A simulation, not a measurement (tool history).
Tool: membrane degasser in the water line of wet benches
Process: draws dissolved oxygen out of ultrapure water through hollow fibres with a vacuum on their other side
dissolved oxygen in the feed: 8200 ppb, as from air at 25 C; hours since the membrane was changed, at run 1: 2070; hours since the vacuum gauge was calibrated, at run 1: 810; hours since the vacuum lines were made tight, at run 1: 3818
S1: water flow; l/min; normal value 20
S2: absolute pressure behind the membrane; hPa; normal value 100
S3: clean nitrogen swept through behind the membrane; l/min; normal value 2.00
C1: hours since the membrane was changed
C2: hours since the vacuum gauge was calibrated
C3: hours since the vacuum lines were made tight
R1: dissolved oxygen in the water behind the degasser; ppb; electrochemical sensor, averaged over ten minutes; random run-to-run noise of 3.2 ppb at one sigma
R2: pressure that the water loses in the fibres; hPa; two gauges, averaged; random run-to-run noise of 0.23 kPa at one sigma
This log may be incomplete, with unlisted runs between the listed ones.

run    hour  S1   S2    S3    C1    C2    C3      R1     R2
  1     0.0  20  100  2.00  2070   810  3818   327.1  615.0
  2    55.4  20  100  2.00  2126   865  3874   329.2  610.8
  3   100.5  20  100  2.00  2171   911  3919   325.0  612.4
  4   154.8  20  100  2.00  2225   965  3973   329.0  613.3
  5   232.9  20  100  2.00  2303  1043  4051   326.6  610.4
  6   282.5  20  100  2.00  2353  1093  4101   334.6  615.5
  7   354.9  20  100  4.03  2425  1165  4173   254.0  615.1
  8   390.1  20  100  4.03  2460  1200  4208   254.6  615.2
  9   447.2  20  100  4.03  2517  1257  4265   250.7  609.7
 10   482.5  20  230  2.00  2553  1293  4301   605.8  614.9
 11   548.4  20  230  2.00  2619  1358  4367   600.5  615.4
 12   583.4  32  171  1.74  2654  1393  4402  1065.4  981.8
      587.9  -- vacuum gauge calibrated
 13   641.8  20  100  1.07  2711    54  4459   448.6  611.8
 14   675.3  20   63  1.07  2745    87  4493   301.8  617.9
 15   752.4  22   63  1.07  2822   164  4570   369.1  679.6
 16   793.4  20   80  0.82  2863   205  4611   427.6  615.4
      822.3  -- vacuum gauge calibrated, once more
 17   835.7  20   71  5.03  2905    13  4653   214.1  612.8
 18   913.5  20   71  5.03  2983    91  4731   214.8  616.2
 19   983.8  26   73  5.03  3053   161  4801   424.1  795.2
 20  1059.8  13   83  4.08  3129   238  4877    77.4  405.4

Below are 5 alternative next runs, each starting from the tool's condition after run 20. Predict each:
  A  1140.6  19  83  4.08  3210  318  4958   ?   ?
  B  1140.6  18  67  4.31  3210  318  4958   ?   ?
  C  1140.6  28  77  3.64  3210  318  4958   ?   ?
  D  1140.6  15  83  4.08  3210  318  4958   ?   ?
  E  1140.6  20  96  2.00  3210  318  4958   ?   ?

run     R1     R2
  A  210.2  588.7
  B  162.7  559.0
  C  522.8  865.4
  D  113.6  463.2
  E  320.8  620.4
Without the tool's unlogged condition, the same runs would have read:
run     R1     R2
  A  194.6  573.8
  B  149.2  545.0
  C  490.2  843.6
  D  105.0  451.5
  E  302.9  604.8
